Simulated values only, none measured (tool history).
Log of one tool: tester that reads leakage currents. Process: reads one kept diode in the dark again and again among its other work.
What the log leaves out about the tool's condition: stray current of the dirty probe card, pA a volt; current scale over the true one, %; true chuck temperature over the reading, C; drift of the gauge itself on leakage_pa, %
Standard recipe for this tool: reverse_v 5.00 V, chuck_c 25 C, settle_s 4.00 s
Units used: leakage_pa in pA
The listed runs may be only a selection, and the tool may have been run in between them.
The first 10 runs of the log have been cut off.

run   hour  reverse_v  chuck_c  settle_s  hours of work since the probe card was cleaned  hours of work since the tester was calibrated  hours of work since the chuck was calibrated  leakage_pa
 11  315.1      12.53       25      4.00                                            2733                                            173                                          1411      113.36
 12  343.9       5.00       53      4.00                                            2745                                            185                                          1423      520.05
 13  382.5       5.00       53      4.00                                            2761                                            201                                          1439      518.43
 14  406.9       5.00       25      4.00                                            2771                                            211                                          1449       65.38
 15  431.6       5.00       25      4.00                                            2781                                            221                                          1459       65.07
 16  473.0       5.00       25      4.00                                            2799                                            238                                          1476       65.26
 17  496.2       5.00       25      4.00                                            2808                                            248                                          1486       64.83
 18  517.1       4.92       25      4.00                                            2817                                            256                                          1494       64.06
 19  553.1       4.92       25      4.00                                            2832                                            271                                          1509       64.88
 20  589.0       4.92       25      4.00                                            2846                                            286                                          1524       64.44
 21  627.9       9.99       25      0.46                                            2862                                            302                                          1540      106.29
 22  646.0       9.99       25      0.46                                            2870                                            310                                          1548      106.19
 23  666.4       9.99       25      0.46                                            2878                                            318                                          1556      106.82
 24  684.7       9.99       25      0.46                                            2886                                            325                                          1564      106.03
 25  705.5       9.99       25      0.46                                            2894                                            334                                          1572      106.05

Run 26, settings as shown, results not yet in. Your forecast:
 26  729.0       9.99       25      0.46                                            2904                                            344                                          1582           ?

{"run 26": {"leakage_pa": 106.49}}
With no hidden state in the tool, this same run would have given leakage_pa 99.80 pA.
